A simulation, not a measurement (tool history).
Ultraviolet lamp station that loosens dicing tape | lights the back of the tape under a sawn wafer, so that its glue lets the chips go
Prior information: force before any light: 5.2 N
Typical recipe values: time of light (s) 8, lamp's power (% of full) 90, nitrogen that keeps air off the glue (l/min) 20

| run | day | time of light (s) | lamp's power (% of full) | nitrogen that keeps air off the glue (l/min) | force that peels the tape off (N) | light that reached the tape (mJ/cm2) |
|---|---|---|---|---|---|---|
| 1 | 0 | 8 | 90 | 20 | 0.68 | 343 |
| 2 | 0.358 | 8 | 90 | 20 | 0.691 | 342 |
| 3 | 0.696 | 7 | 90 | 20 | 0.823 | 301 |
| 4 | 0.962 | 7 | 90 | 20 | 0.846 | 292 |
| 5 | 1.408 | 8 | 90 | 20 | 0.677 | 337 |
| 6 | 1.896 | 7 | 90 | 20 | 0.846 | 292 |
| 7 | 2.225 | 7 | 90 | 20 | 0.851 | 293 |
| 8 | 2.608 | 8 | 90 | 20 | 0.694 | 334 |
| 9 | 2.842 | 8 | 90 | 20 | 0.706 | 334 |
| 10 | 3.167 | 8 | 90 | 20 | 0.73 | 333 |
| 11 | 3.425 | 8 | 90 | 8 | 1.126 | 332 |
| 12 | 3.646 | 11 | 90 | 20 | 0.43 | 453 |
| 13 | 4.058 | 11 | 90 | 20 | 0.441 | 445 |
| 14 | 4.571 | 11 | 90 | 20 | 0.461 | 451 |
| 15 | 5.012 | 11 | 90 | 20 | 0.438 | 451 |
| 16 | 5.362 | 11 | 90 | 20 | 0.442 | 443 |
| 17 | 5.696 | 10 | 90 | 20 | 0.526 | 404 |
| 18 | 5.925 | 4 | 90 | 20 | 1.735 | 166 |
| 19 | 6.242 | 8 | 81 | 20 | 0.88 | 287 |
| 20 | 6.608 | 8 | 81 | 20 | 0.866 | 288 |
| 21 | 7.071 | 8 | 81 | 20 | 0.887 | 288 |
| 22 | 7.317 | 11 | 90 | 20 | 0.468 | 434 |
| 23 | 7.554 | 11 | 64 | 8 | 1.221 | 310 |

For run 24, what comes out?
| 24 | 7.804 | 6 | 64 | 8 | ? | ? |

force that peels the tape off (N): 2.336
light that reached the tape (mJ/cm2): 168
With no hidden state in the tool, this same run would have given force that peels the tape off (N) 1.88, light that reached the tape (mJ/cm2) 215.

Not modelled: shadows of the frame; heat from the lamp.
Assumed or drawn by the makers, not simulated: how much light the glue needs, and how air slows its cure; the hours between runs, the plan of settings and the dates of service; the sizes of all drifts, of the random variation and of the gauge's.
